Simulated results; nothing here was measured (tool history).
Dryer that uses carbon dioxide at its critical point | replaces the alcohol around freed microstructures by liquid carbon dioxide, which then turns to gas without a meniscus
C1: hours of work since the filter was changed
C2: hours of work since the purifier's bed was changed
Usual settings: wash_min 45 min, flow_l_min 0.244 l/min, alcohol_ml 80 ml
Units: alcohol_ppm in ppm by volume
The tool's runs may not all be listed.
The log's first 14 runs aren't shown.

At hour 111.9: inlet filter changed.
Run 15, hour 115: usual settings but flow_l_min 0.155 l/min; C1 2; C2 172. Result: alcohol_ppm 1451 ppm by volume.
Run 16, hour 122.1: usual settings but flow_l_min 0.155 l/min; C1 6; C2 176. Result: alcohol_ppm 1466 ppm by volume.
Run 17, hour 128.8: usual settings but flow_l_min 0.195 l/min; C1 10; C2 180. Result: alcohol_ppm 641 ppm by volume.
Run 18, hour 136.7: usual settings; C1 15; C2 185. Result: alcohol_ppm 251 ppm by volume.
Run 19, hour 147.8: usual settings; C1 21; C2 192. Result: alcohol_ppm 249 ppm by volume.
Run 20, hour 158: usual settings; C1 27; C2 198. Result: alcohol_ppm 253 ppm by volume.
Run 21, hour 162.9: usual settings but alcohol_ml 25 ml; C1 30; C2 201. Result: alcohol_ppm 115 ppm by volume.
Run 22, hour 172.3: usual settings but alcohol_ml 25 ml; C1 36; C2 206. Result: alcohol_ppm 115 ppm by volume.
Run 23, hour 182.7: usual settings but alcohol_ml 25 ml; C1 42; C2 212. Result: alcohol_ppm 117 ppm by volume.
Run 24, hour 193.4: usual settings but alcohol_ml 25 ml; C1 48; C2 219. Result: alcohol_ppm 127 ppm by volume.
Run 25, hour 199.7: usual settings but flow_l_min 0.266 l/min, alcohol_ml 72 ml; C1 52; C2 222. Result: alcohol_ppm 165 ppm by volume.
Run 26, hour 208.7: usual settings but flow_l_min 0.367 l/min, alcohol_ml 79 ml; C1 57; C2 228. Result: alcohol_ppm 65 ppm by volume.
Run 27, hour 216.7: usual settings but flow_l_min 0.367 l/min, alcohol_ml 79 ml; C1 62; C2 233. Result: alcohol_ppm 59 ppm by volume.
Run 28, hour 221.5: usual settings but flow_l_min 0.276 l/min, alcohol_ml 111 ml; C1 65; C2 235. Result: alcohol_ppm 216 ppm by volume.
Run 29, hour 227.4: usual settings but flow_l_min 0.276 l/min, alcohol_ml 79 ml; C1 69; C2 239. Result: alcohol_ppm 179 ppm by volume.
Run 30, hour 236.2: usual settings but wash_min 52 min, flow_l_min 0.276 l/min, alcohol_ml 21 ml; C1 74; C2 244. Result: alcohol_ppm 64 ppm by volume.
Run 31, hour 240.9: usual settings but wash_min 52 min, flow_l_min 0.398 l/min, alcohol_ml 41 ml; C1 77; C2 247. Result: alcohol_ppm 57 ppm by volume.
Run 32, hour 246.5: usual settings but wash_min 52 min, flow_l_min 0.398 l/min, alcohol_ml 51 ml; C1 80; C2 250. Result: alcohol_ppm 53 ppm by volume.
Run 33, hour 256.1: usual settings but wash_min 50 min, flow_l_min 0.279 l/min; C1 86; C2 256. Result: alcohol_ppm 126 ppm by volume.
Run 34, hour 262.4: usual settings but wash_min 30 min, flow_l_min 0.181 l/min, alcohol_ml 107 ml; C1 89; C2 260. Result: alcohol_ppm 4849 ppm by volume.
Run 35, hour 272.6: usual settings but alcohol_ml 30 ml; C1 95; C2 266. Result: alcohol_ppm 161 ppm by volume.

Run 36 comes next. What will it give?
Run 36, hour 280.5: usual settings but wash_min 70 min, alcohol_ml 88 ml; C1 100; C2 270. Result: alcohol_ppm ?.

{"run 36": {"alcohol_ppm": 79}}
Without the tool's hidden state the same run would have given alcohol_ppm 17 ppm by volume.
